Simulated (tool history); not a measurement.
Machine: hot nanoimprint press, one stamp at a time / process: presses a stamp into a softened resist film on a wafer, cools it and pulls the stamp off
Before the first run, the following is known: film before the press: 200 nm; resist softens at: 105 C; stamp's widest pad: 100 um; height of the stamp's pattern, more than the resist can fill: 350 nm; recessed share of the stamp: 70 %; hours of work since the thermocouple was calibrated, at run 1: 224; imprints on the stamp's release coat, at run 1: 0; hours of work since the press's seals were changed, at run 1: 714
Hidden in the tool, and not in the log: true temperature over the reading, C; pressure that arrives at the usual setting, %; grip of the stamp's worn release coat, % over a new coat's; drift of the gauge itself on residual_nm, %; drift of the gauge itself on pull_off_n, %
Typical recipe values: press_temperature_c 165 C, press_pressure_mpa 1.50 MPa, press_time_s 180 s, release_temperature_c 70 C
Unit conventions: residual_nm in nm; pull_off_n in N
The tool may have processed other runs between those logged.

run	hour	press_temperature_c	press_pressure_mpa	press_time_s	release_temperature_c	hours of work since the thermocouple was calibrated	imprints on the stamp's release coat	hours of work since the press's seals were changed	residual_nm	pull_off_n
1	0.0	165	1.50	180	70	224	0	714	87.5	222
2	24.0	165	1.50	180	70	241	136	731	87.4	231
3	67.8	165	1.50	180	70	273	384	763	87.4	235
4	98.7	165	1.50	180	70	295	559	785	87.0	237
# hour 139.2: plate thermocouple calibrated
5	139.3	165	1.50	180	70	0	772	812	89.6	248
6	176.7	165	2.09	180	70	27	984	839	74.5	253
7	202.2	165	2.09	180	70	45	1128	857	74.5	265
8	245.8	165	2.09	180	70	77	1375	889	74.4	266
9	274.8	165	1.50	196	70	98	1539	910	86.8	272
# hour 303.0: stamp cleaned and given a new release coat
10	314.3	165	1.50	196	70	122	64	934	86.3	222
11	359.8	165	1.50	196	70	155	322	967	86.2	236
12	395.6	174	2.19	246	58	181	525	993	46.1	305
13	435.6	174	2.19	246	58	210	751	1022	46.1	323
14	472.2	169	2.19	246	58	236	959	1048	55.0	336
15	512.2	156	2.31	180	67	265	1185	1077	100.5	275
16	543.2	169	1.90	150	62	287	1361	1099	70.5	316
17	565.8	169	0.96	150	65	304	1489	1116	101.7	302
# hour 585.0: press's hydraulic seals changed and the load cell set to zero
# hour 602.7: plate thermocouple calibrated
18	605.5	160	1.64	180	70	2	1651	13	102.7	283
# hour 614.9: stamp cleaned and given a new release coat
19	647.2	156	0.95	299	69	28	182	38	134.4	250

Consider 3 possible next runs. They are alternatives, not a sequence: every one starts from the tool as it was left by run 19. What does each give?
A	688.1	156	2.14	299	70	57	414	68	?	?
B	688.1	155	1.06	205	70	57	414	68	?	?
C	688.1	170	1.94	180	66	57	414	68	?	?

run	residual_nm	pull_off_n
A	89.2	246
B	144.7	239
C	63.0	266
What these runs would have given with no unlogged condition in the tool:
run	residual_nm	pull_off_n
A	88.4	233
B	143.9	226
C	62.5	251
